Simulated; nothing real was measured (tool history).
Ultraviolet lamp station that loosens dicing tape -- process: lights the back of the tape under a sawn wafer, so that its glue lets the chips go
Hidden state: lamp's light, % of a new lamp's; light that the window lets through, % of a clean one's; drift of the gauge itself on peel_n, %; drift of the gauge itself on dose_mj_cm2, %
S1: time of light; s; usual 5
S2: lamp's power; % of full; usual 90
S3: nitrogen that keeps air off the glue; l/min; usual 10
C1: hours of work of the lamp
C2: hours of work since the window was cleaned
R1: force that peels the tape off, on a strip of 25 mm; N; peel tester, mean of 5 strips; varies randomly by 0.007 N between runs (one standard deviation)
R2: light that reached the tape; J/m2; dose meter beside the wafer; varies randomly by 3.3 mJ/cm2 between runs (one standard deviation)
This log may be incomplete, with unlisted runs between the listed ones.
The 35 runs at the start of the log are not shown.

{"run": 36, "hour": 2343.7, "S1": 2, "S2": 90, "S3": 9, "C1": 537, "C2": 425, "R1": 1.398, "R2": 1340}
{"hour": 2363.3, "done": "window cleaned of glue's vapour"}
{"run": 37, "hour": 2394.9, "S1": 4, "S2": 80, "S3": 12, "C1": 559, "C2": 13, "R1": 0.595, "R2": 2610}
{"run": 38, "hour": 2454.3, "S1": 4, "S2": 80, "S3": 6, "C1": 583, "C2": 38, "R1": 0.815, "R2": 2540}
{"run": 39, "hour": 2509.6, "S1": 4, "S2": 80, "S3": 6, "C1": 606, "C2": 61, "R1": 0.827, "R2": 2460}
{"run": 40, "hour": 2555.3, "S1": 4, "S2": 80, "S3": 15, "C1": 626, "C2": 80, "R1": 0.623, "R2": 2400}
{"run": 41, "hour": 2649.5, "S1": 4, "S2": 80, "S3": 15, "C1": 665, "C2": 120, "R1": 0.642, "R2": 2370}
{"hour": 2671.2, "done": "lamp changed"}
{"run": 42, "hour": 2716.9, "S1": 7, "S2": 74, "S3": 10, "C1": 19, "C2": 147, "R1": 0.227, "R2": 5650}
{"run": 43, "hour": 2778.5, "S1": 7, "S2": 98, "S3": 10, "C1": 45, "C2": 173, "R1": 0.187, "R2": 7340}

Forecast each of these 4 alternatives for the next run:
{"run": "A", "hour": 2872.2, "S1": 6, "S2": 62, "S3": 15, "C1": 84, "C2": 212, "R1": "?", "R2": "?"}
{"run": "B", "hour": 2872.2, "S1": 2, "S2": 90, "S3": 4, "C1": 84, "C2": 212, "R1": "?", "R2": "?"}
{"run": "C", "hour": 2872.2, "S1": 5, "S2": 90, "S3": 4, "C1": 84, "C2": 212, "R1": "?", "R2": "?"}
{"run": "D", "hour": 2872.2, "S1": 5, "S2": 90, "S3": 12, "C1": 84, "C2": 212, "R1": "?", "R2": "?"}

run=A R1=0.314 R2=3810
run=B R1=1.336 R2=1850
run=C R1=0.437 R2=4630
run=D R1=0.26 R2=4700
Without the tool's unlogged condition, the same runs would have read:
run=A R1=0.273 R2=4260
run=B R1=1.211 R2=2070
run=C R1=0.373 R2=5160
run=D R1=0.229 R2=5240
